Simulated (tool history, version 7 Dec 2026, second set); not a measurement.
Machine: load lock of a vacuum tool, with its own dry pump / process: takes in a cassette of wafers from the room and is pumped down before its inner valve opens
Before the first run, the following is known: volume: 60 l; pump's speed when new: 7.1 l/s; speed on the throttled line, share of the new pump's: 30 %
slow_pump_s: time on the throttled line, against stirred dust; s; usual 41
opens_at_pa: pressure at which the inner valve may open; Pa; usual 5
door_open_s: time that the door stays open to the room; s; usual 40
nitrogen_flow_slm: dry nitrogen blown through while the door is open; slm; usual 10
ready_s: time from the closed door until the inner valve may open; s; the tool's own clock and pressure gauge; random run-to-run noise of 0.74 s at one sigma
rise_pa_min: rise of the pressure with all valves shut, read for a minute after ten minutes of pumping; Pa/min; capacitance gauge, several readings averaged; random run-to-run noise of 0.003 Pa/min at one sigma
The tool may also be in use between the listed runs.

run	hour	slow_pump_s	opens_at_pa	door_open_s	nitrogen_flow_slm	incoming humidity of the room's air, %	ready_s	rise_pa_min
1	0	41	5	40	10	46.4	114.7	0.027
2	211	31	5	40	10	42.2	109.9	0.028
3	463.8	31	5	40	10	41.1	111.9	0.032
4	657	41	5	40	36	47	116.8	0.021
5	862.7	41	7	40	36	48	114.7	0.027
6	998.4	41	5	40	27	44	118.4	0.019
7	1265.1	26	5	29	10	44.6	107.8	0.04
8	1403.5	41	7	40	10	48.6	114.5	0.041
9	1656	41	7	40	10	41.8	113.3	0.04
10	1903.6	23	6	232	5	46.1	104.2	0.105

Consider 5 possible next runs. They are alternatives, not a sequence: every one starts from the tool as it was left by run 10. What does each give?
A	2096.5	24	5	50	10	46.9	?	?
B	2096.5	58	6	117	5	43.3	?	?
C	2096.5	41	4	27	10	49.1	?	?
D	2096.5	41	5	40	10	45.6	?	?
E	2096.5	23	6	232	17	45.9	?	?

run	ready_s	rise_pa_min
A	106.6	0.05
B	128.2	0.079
C	121	0.046
D	118.4	0.053
E	104.6	0.07
Stripped of hidden state, with their random variation kept, the same runs would have yielded:
run	ready_s	rise_pa_min
A	99.9	0.028
B	122.7	0.056
C	114.8	0.025
D	112.3	0.031
E	98.2	0.048

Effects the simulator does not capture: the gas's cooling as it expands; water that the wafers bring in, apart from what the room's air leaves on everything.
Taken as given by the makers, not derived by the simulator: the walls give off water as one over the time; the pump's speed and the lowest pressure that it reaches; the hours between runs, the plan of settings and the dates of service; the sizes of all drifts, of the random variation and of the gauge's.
